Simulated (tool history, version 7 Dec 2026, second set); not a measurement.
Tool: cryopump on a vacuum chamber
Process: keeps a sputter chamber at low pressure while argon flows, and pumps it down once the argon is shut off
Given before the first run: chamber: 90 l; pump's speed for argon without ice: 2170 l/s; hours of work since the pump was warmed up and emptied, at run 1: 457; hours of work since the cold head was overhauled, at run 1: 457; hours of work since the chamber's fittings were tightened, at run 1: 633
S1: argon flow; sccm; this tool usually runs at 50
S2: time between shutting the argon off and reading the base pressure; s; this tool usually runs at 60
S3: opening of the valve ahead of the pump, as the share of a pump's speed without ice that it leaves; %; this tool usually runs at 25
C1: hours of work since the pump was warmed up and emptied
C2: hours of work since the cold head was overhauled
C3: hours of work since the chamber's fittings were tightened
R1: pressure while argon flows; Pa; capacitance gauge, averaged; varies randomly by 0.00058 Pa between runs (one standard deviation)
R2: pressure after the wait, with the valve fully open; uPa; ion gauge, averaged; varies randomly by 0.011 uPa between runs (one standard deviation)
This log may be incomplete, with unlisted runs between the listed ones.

run   hour  S1   S2  S3   C1   C2   C3      R1    R2
  1      0  50   60  25  457  457  633  0.1616  0.91
  2   16.6  50   60  25  470  470  645  0.1629  0.92
  3   40.5  50   60  25  488  488  664  0.1629  0.92
  4   57.6  50   60  25  501  501  677  0.1625  0.93
  5   75.9  50   60  25  515  515  690  0.1627  0.95
  6   98.4  50   60  25  532  532  708  0.1635  0.91
  7  116.5  50   60  25  546  546  721  0.1652  0.92
  8  127.8  50   60  25  554  554  730  0.1636  0.93
  9  149.2  50   60  25  570  570  746  0.1643  0.93
     160.7  -- pump warmed up, emptied and cooled again
 10  166.1  50   60  25    4  580  755  0.1547   0.9
 11  181.1  50   60  25   15  591  766  0.1564  0.91
 12  192.2  50   60  25   24  599  775  0.1565  0.88
 13  203.6  50   60  25   32  608  784  0.1562  0.89
 14  221.1  50   60  25   46  621  797  0.1568  0.89
 15  241.8  50   60  25   61  637  812  0.1566   0.9
 16  252.1  24   27  31   69  645  820  0.0601  1.77
 17  271.7  58   48  45   84  660  835  0.1021  1.06
 18  289.8  58   21  37   98  673  849  0.1241  2.19
 19  302.6  24   60  46  108  683  859  0.0414  0.89
 20  315.5  24  115  28  117  693  868  0.0675  0.58
 21  339.5  31  151  50  136  711  887  0.0497  0.46
 22    352  31  151  50  145  721  896  0.0502  0.48
 23    369  66  151  50  158  733  909  0.1058   0.5
 24  386.8  21  150  26  171  747  922   0.064  0.48
 25  401.7  50  121  30  183  758  934  0.1326  0.55
 26  416.1  89   60  25  194  769  945  0.2828  0.92

What would each run have given without the hidden state, its run-to-run variation left as it was?
The tool's hidden condition here consists of: pump's speed, % of a pump's without ice; cold plate's temperature, K; leak into the chamber, uPa l/s; drift of the gauge itself on working_pa, %; drift of the gauge itself on base_upa, %.
run      R1    R2
  1  0.1552  0.85
  2  0.1563  0.86
  3   0.156  0.85
  4  0.1554  0.86
  5  0.1554  0.88
  6  0.1558  0.83
  7  0.1572  0.85
  8  0.1555  0.86
  9  0.1559  0.85
 10  0.1544  0.86
 11  0.1559  0.86
 12   0.156  0.84
 13  0.1555  0.84
 14   0.156  0.84
 15  0.1555  0.85
 16  0.0595  1.72
 17  0.1005  1.01
 18  0.1223  2.14
 19  0.0406  0.84
 20  0.0666  0.52
 21  0.0485   0.4
 22  0.0488  0.42
 23  0.1027  0.43
 24  0.0629  0.42
 25  0.1299  0.49
 26  0.2777  0.86

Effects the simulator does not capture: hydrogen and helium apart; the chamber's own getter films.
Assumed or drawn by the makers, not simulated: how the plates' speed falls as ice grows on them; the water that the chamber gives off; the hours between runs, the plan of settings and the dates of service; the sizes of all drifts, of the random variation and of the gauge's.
